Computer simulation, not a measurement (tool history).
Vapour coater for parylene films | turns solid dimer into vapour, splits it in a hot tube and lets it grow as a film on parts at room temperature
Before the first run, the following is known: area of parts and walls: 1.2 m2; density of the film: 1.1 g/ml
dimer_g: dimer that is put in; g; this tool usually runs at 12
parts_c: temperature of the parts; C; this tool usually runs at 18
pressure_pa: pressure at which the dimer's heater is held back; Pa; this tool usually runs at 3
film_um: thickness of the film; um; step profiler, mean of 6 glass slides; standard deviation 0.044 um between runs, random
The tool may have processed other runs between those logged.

run 1 day=0 | dimer_g=12 parts_c=18 pressure_pa=3 | film_um=4.49
run 2 day=0.954 | dimer_g=12 parts_c=18 pressure_pa=4.15 | film_um=4.41
run 3 day=1.921 | dimer_g=12 parts_c=18 pressure_pa=4.15 | film_um=4.38
run 4 day=3.212 | dimer_g=12 parts_c=18 pressure_pa=4.15 | film_um=4.37
-- day=3.483 trap's valve overhauled
run 5 day=4.679 | dimer_g=12 parts_c=18 pressure_pa=8.67 | film_um=3.92
run 6 day=5.675 | dimer_g=12 parts_c=18 pressure_pa=3 | film_um=4.19
-- day=6.542 trap's valve overhauled, once more
run 7 day=7.125 | dimer_g=20 parts_c=13 pressure_pa=5.5 | film_um=9.04
run 8 day=8.696 | dimer_g=20 parts_c=13 pressure_pa=5.5 | film_um=8.91
run 9 day=10.208 | dimer_g=20 parts_c=13 pressure_pa=5.5 | film_um=8.83
run 10 day=11.908 | dimer_g=20 parts_c=12 pressure_pa=2.24 | film_um=9.59
run 11 day=13.942 | dimer_g=12 parts_c=18 pressure_pa=3.53 | film_um=4.48

Below are 3 alternative next runs, each starting from the tool's condition after run 11. Predict each:
run A day=15.258 | dimer_g=12 parts_c=10 pressure_pa=3.36 | film_um=?
run B day=15.258 | dimer_g=9 parts_c=18 pressure_pa=3 | film_um=?
run C day=15.258 | dimer_g=8 parts_c=18 pressure_pa=3.53 | film_um=?

run=A film_um=5.82
run=B film_um=3.36
run=C film_um=3.02
Take away the tool's hidden state, keep each run's random variation, and the runs would have read:
run=A film_um=6.29
run=B film_um=3.64
run=C film_um=3.27
